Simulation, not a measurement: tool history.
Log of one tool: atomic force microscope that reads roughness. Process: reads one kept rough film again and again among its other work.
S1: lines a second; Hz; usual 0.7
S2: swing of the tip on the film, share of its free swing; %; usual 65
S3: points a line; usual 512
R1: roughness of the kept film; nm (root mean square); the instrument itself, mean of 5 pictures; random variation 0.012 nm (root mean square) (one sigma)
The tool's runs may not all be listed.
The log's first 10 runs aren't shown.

Run 11, day 7.2: usual settings. Result: R1 2.738 nm (root mean square).
Run 12, day 8.138: usual settings. Result: R1 2.722 nm (root mean square).
Run 13, day 8.746: usual settings but S3 862. Result: R1 2.727 nm (root mean square).
Run 14, day 9.238: usual settings but S2 57 %. Result: R1 2.748 nm (root mean square).
Run 15, day 10.133: usual settings. Result: R1 2.706 nm (root mean square).
Run 16, day 10.958: usual settings. Result: R1 2.744 nm (root mean square).
Run 17, day 11.871: usual settings. Result: R1 2.717 nm (root mean square).
Run 18, day 12.267: usual settings. Result: R1 2.711 nm (root mean square).
Run 19, day 13.2: usual settings but S3 299. Result: R1 2.667 nm (root mean square).
Run 20, day 13.583: usual settings but S3 299. Result: R1 2.661 nm (root mean square).
At day 13.75: new tip fitted.
Run 21, day 14.433: usual settings. Result: R1 2.719 nm (root mean square).
Run 22, day 14.867: usual settings. Result: R1 2.733 nm (root mean square).
Run 23, day 15.488: usual settings. Result: R1 2.744 nm (root mean square).
Run 24, day 15.988: usual settings. Result: R1 2.734 nm (root mean square).
Run 25, day 16.4: usual settings. Result: R1 2.725 nm (root mean square).
Run 26, day 16.892: usual settings. Result: R1 2.707 nm (root mean square).
Run 27, day 17.308: usual settings. Result: R1 2.715 nm (root mean square).
Run 28, day 17.825: usual settings but S1 0.57 Hz, S3 913. Result: R1 2.759 nm (root mean square).
Run 29, day 18.512: usual settings but S1 0.57 Hz, S3 913. Result: R1 2.745 nm (root mean square).
Run 30, day 19.242: usual settings but S1 1.821 Hz, S3 407. Result: R1 2.639 nm (root mean square).
Run 31, day 19.771: usual settings but S1 1.941 Hz, S3 742. Result: R1 2.651 nm (root mean square).
Run 32, day 20.292: usual settings but S1 2.872 Hz, S2 58 %. Result: R1 2.643 nm (root mean square).
Run 33, day 20.75: usual settings but S1 0.892 Hz, S2 82 %, S3 700. Result: R1 2.626 nm (root mean square).
Run 34, day 21.483: usual settings but S1 0.892 Hz, S2 82 %, S3 700. Result: R1 2.627 nm (root mean square).

The next listed run, before its measurement:
Run 35, day 22.058: usual settings but S1 1.115 Hz, S2 87 %, S3 700. Result: R1 ?.

{"run 35": {"R1": 2.52}}
Without the tool's hidden state the same run would have given R1 2.531 nm (root mean square).

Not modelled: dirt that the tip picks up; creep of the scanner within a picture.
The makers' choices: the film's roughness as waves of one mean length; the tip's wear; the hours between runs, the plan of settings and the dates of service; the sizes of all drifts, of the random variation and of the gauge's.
